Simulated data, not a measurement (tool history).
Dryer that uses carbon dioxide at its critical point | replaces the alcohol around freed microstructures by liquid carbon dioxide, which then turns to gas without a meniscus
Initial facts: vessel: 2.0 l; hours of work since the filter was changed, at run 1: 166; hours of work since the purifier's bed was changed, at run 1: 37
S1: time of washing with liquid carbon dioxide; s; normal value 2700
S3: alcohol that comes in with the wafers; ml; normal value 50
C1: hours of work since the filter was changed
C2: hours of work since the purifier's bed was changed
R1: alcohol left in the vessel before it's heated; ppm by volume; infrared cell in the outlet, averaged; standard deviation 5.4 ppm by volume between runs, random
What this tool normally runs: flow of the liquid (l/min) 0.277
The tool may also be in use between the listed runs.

run 1 day=0 | S1=2700 flow_of_the_liquid_(l/min)=0.277 S3=50 | C1=166 C2=37 | R1=174
run 2 day=0.354 | S1=2700 flow_of_the_liquid_(l/min)=0.277 S3=50 | C1=171 C2=42 | R1=175
run 3 day=0.654 | S1=2700 flow_of_the_liquid_(l/min)=0.277 S3=50 | C1=175 C2=46 | R1=187
run 4 day=0.938 | S1=2700 flow_of_the_liquid_(l/min)=0.277 S3=50 | C1=179 C2=50 | R1=187
run 5 day=1.112 | S1=2700 flow_of_the_liquid_(l/min)=0.277 S3=88 | C1=181 C2=52 | R1=305
run 6 day=1.471 | S1=3000 flow_of_the_liquid_(l/min)=0.277 S3=50 | C1=186 C2=57 | R1=121
run 7 day=1.679 | S1=2700 flow_of_the_liquid_(l/min)=0.277 S3=50 | C1=189 C2=60 | R1=185
run 8 day=1.879 | S1=2700 flow_of_the_liquid_(l/min)=0.277 S3=50 | C1=192 C2=63 | R1=190
run 9 day=2.204 | S1=3780 flow_of_the_liquid_(l/min)=0.277 S3=50 | C1=196 C2=67 | R1=51
run 10 day=2.583 | S1=2100 flow_of_the_liquid_(l/min)=0.277 S3=50 | C1=202 C2=73 | R1=534
run 11 day=2.771 | S1=2100 flow_of_the_liquid_(l/min)=0.277 S3=50 | C1=204 C2=75 | R1=556
run 12 day=3.079 | S1=2100 flow_of_the_liquid_(l/min)=0.277 S3=50 | C1=209 C2=79 | R1=542
run 13 day=3.421 | S1=2700 flow_of_the_liquid_(l/min)=0.277 S3=60 | C1=213 C2=84 | R1=233
run 14 day=3.725 | S1=2700 flow_of_the_liquid_(l/min)=0.277 S3=60 | C1=217 C2=88 | R1=235
run 15 day=4.046 | S1=2700 flow_of_the_liquid_(l/min)=0.277 S3=30 | C1=222 C2=93 | R1=123
run 16 day=4.296 | S1=2700 flow_of_the_liquid_(l/min)=0.277 S3=30 | C1=225 C2=96 | R1=131
run 17 day=4.567 | S1=2700 flow_of_the_liquid_(l/min)=0.277 S3=30 | C1=229 C2=100 | R1=135
run 18 day=4.862 | S1=2700 flow_of_the_liquid_(l/min)=0.277 S3=30 | C1=233 C2=104 | R1=129
run 19 day=5.208 | S1=2700 flow_of_the_liquid_(l/min)=0.277 S3=30 | C1=238 C2=109 | R1=131
run 20 day=5.442 | S1=2700 flow_of_the_liquid_(l/min)=0.277 S3=30 | C1=241 C2=112 | R1=135
run 21 day=5.733 | S1=2700 flow_of_the_liquid_(l/min)=0.277 S3=50 | C1=245 C2=116 | R1=198
run 22 day=6.096 | S1=2700 flow_of_the_liquid_(l/min)=0.277 S3=50 | C1=250 C2=121 | R1=221
run 23 day=6.333 | S1=3720 flow_of_the_liquid_(l/min)=0.277 S3=50 | C1=253 C2=124 | R1=57
run 24 day=6.696 | S1=3720 flow_of_the_liquid_(l/min)=0.277 S3=50 | C1=258 C2=129 | R1=54
run 25 day=6.888 | S1=3720 flow_of_the_liquid_(l/min)=0.182 S3=67 | C1=261 C2=132 | R1=472
run 26 day=7.262 | S1=3840 flow_of_the_liquid_(l/min)=0.311 S3=44 | C1=266 C2=137 | R1=44
run 27 day=7.517 | S1=3840 flow_of_the_liquid_(l/min)=0.311 S3=44 | C1=270 C2=141 | R1=34
run 28 day=7.779 | S1=2640 flow_of_the_liquid_(l/min)=0.277 S3=20 | C1=273 C2=144 | R1=119
run 29 day=8.125 | S1=1740 flow_of_the_liquid_(l/min)=0.216 S3=21 | C1=278 C2=149 | R1=961
run 30 day=8.433 | S1=1740 flow_of_the_liquid_(l/min)=0.216 S3=88 | C1=282 C2=153 | R1=3884
run 31 day=8.625 | S1=1740 flow_of_the_liquid_(l/min)=0.216 S3=88 | C1=285 C2=156 | R1=3991
run 32 day=8.854 | S1=1740 flow_of_the_liquid_(l/min)=0.216 S3=88 | C1=288 C2=159 | R1=3940
run 33 day=9.121 | S1=1740 flow_of_the_liquid_(l/min)=0.216 S3=88 | C1=292 C2=163 | R1=3991
run 34 day=9.492 | S1=3120 flow_of_the_liquid_(l/min)=0.216 S3=102 | C1=297 C2=168 | R1=717
run 35 day=9.742 | S1=1860 flow_of_the_liquid_(l/min)=0.202 S3=50 | C1=300 C2=171 | R1=2298
run 36 day=10.05 | S1=2880 flow_of_the_liquid_(l/min)=0.295 S3=118 | C1=305 C2=176 | R1=282
run 37 day=10.279 | S1=2880 flow_of_the_liquid_(l/min)=0.295 S3=118 | C1=308 C2=179 | R1=271
run 38 day=10.571 | S1=2700 flow_of_the_liquid_(l/min)=0.375 S3=50 | C1=312 C2=183 | R1=70
run 39 day=10.95 | S1=3180 flow_of_the_liquid_(l/min)=0.39 S3=68 | C1=317 C2=188 | R1=53
run 40 day=11.321 | S1=2100 flow_of_the_liquid_(l/min)=0.39 S3=43 | C1=322 C2=193 | R1=140
-- day=11.492 inlet filter changed
run 41 day=11.617 | S1=2100 flow_of_the_liquid_(l/min)=0.298 S3=73 | C1=2 C2=197 | R1=531
run 42 day=11.846 | S1=1860 flow_of_the_liquid_(l/min)=0.305 S3=40 | C1=5 C2=200 | R1=442
run 43 day=12.125 | S1=3420 flow_of_the_liquid_(l/min)=0.35 S3=50 | C1=9 C2=204 | R1=55
run 44 day=12.379 | S1=3420 flow_of_the_liquid_(l/min)=0.35 S3=50 | C1=12 C2=207 | R1=50
run 45 day=12.708 | S1=1680 flow_of_the_liquid_(l/min)=0.171 S3=32 | C1=17 C2=212 | R1=2343
run 46 day=13 | S1=2880 flow_of_the_liquid_(l/min)=0.171 S3=39 | C1=21 C2=216 | R1=738

Each row is a separate what-if for the run after 46, all from the same tool condition, not one after another. Results?
run A day=13.192 | S1=2700 flow_of_the_liquid_(l/min)=0.28 S3=22 | C1=23 C2=218 | R1=?
run B day=13.192 | S1=3780 flow_of_the_liquid_(l/min)=0.245 S3=50 | C1=23 C2=218 | R1=?
run C day=13.192 | S1=2460 flow_of_the_liquid_(l/min)=0.199 S3=114 | C1=23 C2=218 | R1=?
run D day=13.192 | S1=4080 flow_of_the_liquid_(l/min)=0.423 S3=46 | C1=23 C2=218 | R1=?

run=A R1=102
run=B R1=79
run=C R1=2158
run=D R1=37
Without the tool's unlogged condition, the same runs would have read:
run=A R1=60
run=B R1=38
run=C R1=2053
run=D R1=0

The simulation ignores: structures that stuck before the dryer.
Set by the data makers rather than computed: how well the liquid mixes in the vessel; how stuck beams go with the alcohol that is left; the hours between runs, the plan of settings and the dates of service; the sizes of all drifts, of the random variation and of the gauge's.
